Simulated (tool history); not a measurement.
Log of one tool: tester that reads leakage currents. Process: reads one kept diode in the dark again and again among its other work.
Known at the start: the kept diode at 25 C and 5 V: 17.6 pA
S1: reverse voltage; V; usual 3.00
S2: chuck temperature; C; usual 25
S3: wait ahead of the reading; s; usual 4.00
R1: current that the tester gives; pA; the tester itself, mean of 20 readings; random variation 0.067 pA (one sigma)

run,hour,S1,S2,S3,R1
1,0.0,3.00,25,4.00,16.24
2,25.5,3.00,25,4.00,16.39
3,71.0,3.00,25,4.00,16.46
4,102.0,10.84,25,4.00,26.34
5,140.8,10.84,25,4.00,26.55
6,186.9,3.00,25,4.00,16.76
7,232.6,3.00,25,1.03,17.12
8,258.8,3.00,25,1.03,17.21
9,286.5,3.00,25,4.00,17.04
10,319.8,3.00,25,4.00,17.19
11,356.3,3.00,25,4.00,17.09
12,389.6,3.00,25,4.00,17.17
13,436.6,3.57,25,4.00,18.54
14,480.7,3.57,25,4.00,18.71
15,501.5,3.57,25,4.00,18.72
16,527.1,3.57,25,4.00,18.78
17,571.8,2.53,54,0.67,110.98
18,599.6,2.53,54,0.67,111.78
19,626.1,2.53,54,0.67,111.34
20,660.8,2.53,54,0.67,111.97
21,703.4,2.53,54,0.67,111.94
# hour 708.6: tester calibrated
22,734.4,2.53,39,0.68,43.84
23,763.4,11.06,29,0.62,41.84
24,801.2,1.21,21,2.75,9.77
# hour 848.3: tester calibrated, once more
25,848.4,4.38,39,2.75,53.73
26,869.4,4.38,39,2.75,53.66
27,893.6,4.38,39,2.75,54.26
28,930.1,4.18,39,0.45,54.87
29,970.4,5.35,25,0.69,24.73

4 ways to go on from here, each from the tool as it stands after run 29. What would each give?
A,1003.4,1.31,25,1.00,?
B,1003.4,1.60,28,0.80,?
C,1003.4,11.31,27,5.19,?
D,1003.4,13.94,25,4.00,?

run,R1
A,13.94
B,18.60
C,36.95
D,36.05
Without the tool's hidden state the same runs would have given:
run,R1
A,11.47
B,15.44
C,27.35
D,25.53
